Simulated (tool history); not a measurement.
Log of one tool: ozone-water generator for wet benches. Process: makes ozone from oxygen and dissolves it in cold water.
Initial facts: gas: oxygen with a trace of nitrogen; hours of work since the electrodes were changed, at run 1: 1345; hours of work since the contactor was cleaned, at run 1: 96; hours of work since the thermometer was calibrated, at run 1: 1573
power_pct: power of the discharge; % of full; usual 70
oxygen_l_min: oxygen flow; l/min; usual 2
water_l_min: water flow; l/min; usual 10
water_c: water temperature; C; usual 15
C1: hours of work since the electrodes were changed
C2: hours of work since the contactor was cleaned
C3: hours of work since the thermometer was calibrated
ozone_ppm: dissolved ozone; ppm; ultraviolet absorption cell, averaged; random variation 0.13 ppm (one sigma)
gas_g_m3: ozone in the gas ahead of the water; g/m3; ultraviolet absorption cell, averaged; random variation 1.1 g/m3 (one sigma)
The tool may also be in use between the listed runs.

run 1 hour=0 | power_pct=70 oxygen_l_min=2 water_l_min=10 water_c=15 | C1=1345 C2=96 C3=1573 | ozone_ppm=13.9 gas_g_m3=196.6
run 2 hour=174.5 | power_pct=70 oxygen_l_min=2 water_l_min=10 water_c=15 | C1=1485 C2=237 C3=1713 | ozone_ppm=13.9 gas_g_m3=195.7
run 3 hour=353.8 | power_pct=70 oxygen_l_min=2 water_l_min=10 water_c=15 | C1=1630 C2=381 C3=1857 | ozone_ppm=13.8 gas_g_m3=197.5
run 4 hour=509.3 | power_pct=70 oxygen_l_min=2 water_l_min=10 water_c=15 | C1=1755 C2=506 C3=1982 | ozone_ppm=13.9 gas_g_m3=197.5
run 5 hour=598.7 | power_pct=70 oxygen_l_min=2.35 water_l_min=10 water_c=15 | C1=1827 C2=578 C3=2054 | ozone_ppm=14.2 gas_g_m3=186.7
run 6 hour=746.6 | power_pct=70 oxygen_l_min=2 water_l_min=8 water_c=15 | C1=1946 C2=697 C3=2173 | ozone_ppm=16.6 gas_g_m3=196.6
run 7 hour=915.4 | power_pct=70 oxygen_l_min=2 water_l_min=8 water_c=15 | C1=2081 C2=833 C3=2309 | ozone_ppm=16.8 gas_g_m3=197
run 8 hour=1102.3 | power_pct=70 oxygen_l_min=2.24 water_l_min=10 water_c=15 | C1=2232 C2=983 C3=2459 | ozone_ppm=14.4 gas_g_m3=190.7
run 9 hour=1251.8 | power_pct=70 oxygen_l_min=2.24 water_l_min=10 water_c=15 | C1=2352 C2=1103 C3=2580 | ozone_ppm=14.3 gas_g_m3=188.5
run 10 hour=1447.1 | power_pct=70 oxygen_l_min=2.24 water_l_min=10 water_c=15 | C1=2509 C2=1260 C3=2737 | ozone_ppm=14.5 gas_g_m3=191.5
run 11 hour=1576.7 | power_pct=70 oxygen_l_min=2 water_l_min=10 water_c=15 | C1=2613 C2=1365 C3=2841 | ozone_ppm=13.8 gas_g_m3=198.5
run 12 hour=1707.1 | power_pct=70 oxygen_l_min=2 water_l_min=10 water_c=15 | C1=2718 C2=1470 C3=2946 | ozone_ppm=13.7 gas_g_m3=199.9
run 13 hour=1841 | power_pct=70 oxygen_l_min=2 water_l_min=10 water_c=15 | C1=2826 C2=1577 C3=3054 | ozone_ppm=13.7 gas_g_m3=199.8
run 14 hour=1950.3 | power_pct=70 oxygen_l_min=2 water_l_min=10 water_c=15 | C1=2914 C2=1665 C3=3142 | ozone_ppm=13.8 gas_g_m3=199.8
run 15 hour=2054.5 | power_pct=70 oxygen_l_min=2 water_l_min=10 water_c=15 | C1=2998 C2=1749 C3=3225 | ozone_ppm=13.7 gas_g_m3=200
run 16 hour=2229.7 | power_pct=70 oxygen_l_min=2 water_l_min=10 water_c=15 | C1=3139 C2=1890 C3=3366 | ozone_ppm=13.8 gas_g_m3=202.3
run 17 hour=2377.6 | power_pct=70 oxygen_l_min=2 water_l_min=7 water_c=15 | C1=3258 C2=2009 C3=3485 | ozone_ppm=18.4 gas_g_m3=201.2
run 18 hour=2497.6 | power_pct=70 oxygen_l_min=2 water_l_min=8 water_c=13 | C1=3354 C2=2105 C3=3582 | ozone_ppm=17.3 gas_g_m3=201
run 19 hour=2683.9 | power_pct=54 oxygen_l_min=2 water_l_min=6 water_c=15 | C1=3504 C2=2255 C3=3732 | ozone_ppm=16.6 gas_g_m3=157.7
run 20 hour=2766.8 | power_pct=43 oxygen_l_min=2.07 water_l_min=9 water_c=7 | C1=3571 C2=2322 C3=3798 | ozone_ppm=10.6 gas_g_m3=124.1
run 21 hour=2916.8 | power_pct=70 oxygen_l_min=2 water_l_min=13 water_c=16 | C1=3692 C2=2443 C3=3919 | ozone_ppm=10.7 gas_g_m3=201.4
run 22 hour=3062.7 | power_pct=70 oxygen_l_min=2 water_l_min=13 water_c=16 | C1=3809 C2=2560 C3=4036 | ozone_ppm=10.7 gas_g_m3=200.4
-- hour=3099.3 gauge calibrated
run 23 hour=3254.1 | power_pct=70 oxygen_l_min=3.21 water_l_min=6 water_c=16 | C1=3963 C2=2714 C3=4190 | ozone_ppm=21.6 gas_g_m3=166.4
run 24 hour=3355.5 | power_pct=52 oxygen_l_min=1.98 water_l_min=10 water_c=15 | C1=4044 C2=2796 C3=4272 | ozone_ppm=10.5 gas_g_m3=148.4
run 25 hour=3438.3 | power_pct=95 oxygen_l_min=1.67 water_l_min=10 water_c=16 | C1=4111 C2=2862 C3=4339 | ozone_ppm=17.1 gas_g_m3=280.9
run 26 hour=3573.1 | power_pct=83 oxygen_l_min=1.67 water_l_min=12 water_c=16 | C1=4219 C2=2971 C3=4447 | ozone_ppm=12.9 gas_g_m3=244.8
run 27 hour=3731.4 | power_pct=59 oxygen_l_min=1.67 water_l_min=9 water_c=14 | C1=4347 C2=3098 C3=4574 | ozone_ppm=12.5 gas_g_m3=179.6
run 28 hour=3814.4 | power_pct=42 oxygen_l_min=1.88 water_l_min=10 water_c=14 | C1=4414 C2=3165 C3=4641 | ozone_ppm=8.7 gas_g_m3=124.4
-- hour=3903.5 water thermometer calibrated
run 29 hour=3968.8 | power_pct=42 oxygen_l_min=1.88 water_l_min=10 water_c=14 | C1=4537 C2=3289 C3=53 | ozone_ppm=8.7 gas_g_m3=124.4
run 30 hour=4073.8 | power_pct=70 oxygen_l_min=1.91 water_l_min=11 water_c=7 | C1=4622 C2=3373 C3=137 | ozone_ppm=13.3 gas_g_m3=202.4
run 31 hour=4189.4 | power_pct=57 oxygen_l_min=2 water_l_min=10 water_c=22 | C1=4715 C2=3466 C3=230 | ozone_ppm=10.5 gas_g_m3=162.8
-- hour=4333.7 contactor cleaned
run 32 hour=4385.1 | power_pct=77 oxygen_l_min=2 water_l_min=10 water_c=17 | C1=4869 C2=41 C3=384 | ozone_ppm=14.8 gas_g_m3=218

Alternative continuations, all from the tool just after run 32; predict every row:
run A hour=4567.1 | power_pct=45 oxygen_l_min=2.78 water_l_min=13 water_c=17 | C1=5016 C2=188 C3=531 | ozone_ppm=? gas_g_m3=?
run B hour=4567.1 | power_pct=41 oxygen_l_min=3.15 water_l_min=16 water_c=17 | C1=5016 C2=188 C3=531 | ozone_ppm=? gas_g_m3=?
run C hour=4567.1 | power_pct=97 oxygen_l_min=1.12 water_l_min=10 water_c=17 | C1=5016 C2=188 C3=531 | ozone_ppm=? gas_g_m3=?
run D hour=4567.1 | power_pct=95 oxygen_l_min=2 water_l_min=10 water_c=15 | C1=5016 C2=188 C3=531 | ozone_ppm=? gas_g_m3=?

run=A ozone_ppm=7.8 gas_g_m3=115.9
run=B ozone_ppm=6 gas_g_m3=100.4
run=C ozone_ppm=15.2 gas_g_m3=332.1
run=D ozone_ppm=18.3 gas_g_m3=262.8
With the hidden condition removed and each run's random variation left untouched, the same runs would have given:
run=A ozone_ppm=7.8 gas_g_m3=114.4
run=B ozone_ppm=6 gas_g_m3=99.1
run=C ozone_ppm=15.2 gas_g_m3=328
run=D ozone_ppm=18.3 gas_g_m3=259.6

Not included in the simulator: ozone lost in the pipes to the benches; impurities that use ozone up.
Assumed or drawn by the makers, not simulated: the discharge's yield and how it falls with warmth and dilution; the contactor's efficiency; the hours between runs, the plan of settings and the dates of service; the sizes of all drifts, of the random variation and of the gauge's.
